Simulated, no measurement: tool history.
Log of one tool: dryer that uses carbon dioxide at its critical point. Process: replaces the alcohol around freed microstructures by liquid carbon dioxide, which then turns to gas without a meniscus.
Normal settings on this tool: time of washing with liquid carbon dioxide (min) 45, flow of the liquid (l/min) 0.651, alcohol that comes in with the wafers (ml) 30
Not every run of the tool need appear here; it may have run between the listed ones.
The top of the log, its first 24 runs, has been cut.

run,hour,time of washing with liquid carbon dioxide (min),flow of the liquid (l/min),alcohol that comes in with the wafers (ml),alcohol left in the vessel before it's heated (ppm by volume)
25,209.6,45,0.651,30,33
26,218.5,45,0.633,30,37
27,228.9,44,0.444,30,123
28,242,43,0.578,96,112
29,249.1,43,0.902,96,36
30,260,34,0.75,21,46
31,269.4,34,0.75,111,118
32,275.3,68,0.454,30,35
33,286.8,68,0.454,30,33
34,295.8,30,0.987,48,44
35,306.7,30,0.987,48,40
36,319.6,30,0.987,48,50
37,327.5,59,1.076,92,22
38,338.5,59,1.076,92,22
39,349.9,59,1.076,92,30
40,362.9,44,0.651,43,54
41,372.6,44,0.651,43,47
42,379.7,67,0.689,68,33
43,390,33,0.65,66,198
44,395.4,42,0.65,104,100
45,403.1,71,0.65,23,40
46,415.6,33,0.702,92,193
47,424.3,45,0.651,53,58

Alternative continuations, all from the tool just after run 47; predict every row:
# hour 432.9: inlet filter changed
A,435.7,38,0.651,53,?
# hour 432.9: inlet filter changed
B,435.7,45,0.661,56,?
# hour 432.9: inlet filter changed
C,435.7,60,0.443,64,?

run,alcohol left in the vessel before it's heated (ppm by volume)
A,71
B,34
C,63
Had the tool no hidden state, the same runs would have come out as:
run,alcohol left in the vessel before it's heated (ppm by volume)
A,42
B,7
C,34
